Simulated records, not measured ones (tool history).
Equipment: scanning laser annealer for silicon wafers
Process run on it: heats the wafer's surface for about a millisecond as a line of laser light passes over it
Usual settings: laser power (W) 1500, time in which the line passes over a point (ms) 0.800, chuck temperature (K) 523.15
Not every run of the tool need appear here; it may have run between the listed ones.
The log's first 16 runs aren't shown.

run	day	laser power (W)	time in which the line passes over a point (ms)	chuck temperature (K)	hours of work since the window was cleaned	hours of work since the power meter was calibrated	hours of work since the optics were aligned	highest temperature of the surface (K)
# day 5.754: optics aligned, line set to its width, once more
17	5.829	1500	0.800	523.15	481	150	1	1223.15
18	6.146	1500	0.854	541.15	486	155	6	1258.15
19	6.446	1643	0.743	523.15	491	160	11	1276.15
20	6.679	1643	0.743	523.15	495	164	15	1277.15
21	6.942	1398	0.743	546.15	499	168	20	1170.15
22	7.342	1398	0.743	546.15	506	175	26	1173.15
23	7.638	1562	0.738	535.15	511	180	31	1242.15
24	8.079	1562	0.738	535.15	518	187	38	1241.15
25	8.442	1522	0.621	487.15	524	193	44	1126.15
26	8.808	1363	0.779	529.15	530	199	50	1146.15
27	9.246	1363	0.779	529.15	537	206	57	1145.15
28	9.625	1449	0.800	554.15	543	213	64	1224.15
29	10.004	1449	0.800	540.15	550	219	70	1211.15
30	10.267	1534	0.707	540.15	554	223	74	1219.15
31	10.617	1534	0.707	540.15	560	229	80	1219.15
32	11.042	1623	0.861	487.15	567	236	87	1270.15

Below are 5 alternative next runs, each starting from the tool's condition after run 32. Predict each:
A	11.462	1623	0.606	487.15	574	243	94	?
B	11.462	1492	0.753	492.15	574	243	94	?
C	11.462	1407	0.641	521.15	574	243	94	?
D	11.462	1500	0.800	561.15	574	243	94	?
E	11.462	1343	0.861	513.15	574	243	94	?

run	highest temperature of the surface (K)
A	1165.15
B	1167.15
C	1107.15
D	1257.15
E	1146.15
What these runs would have given with no unlogged condition in the tool:
run	highest temperature of the surface (K)
A	1181.15
B	1183.15
C	1121.15
D	1274.15
E	1162.15
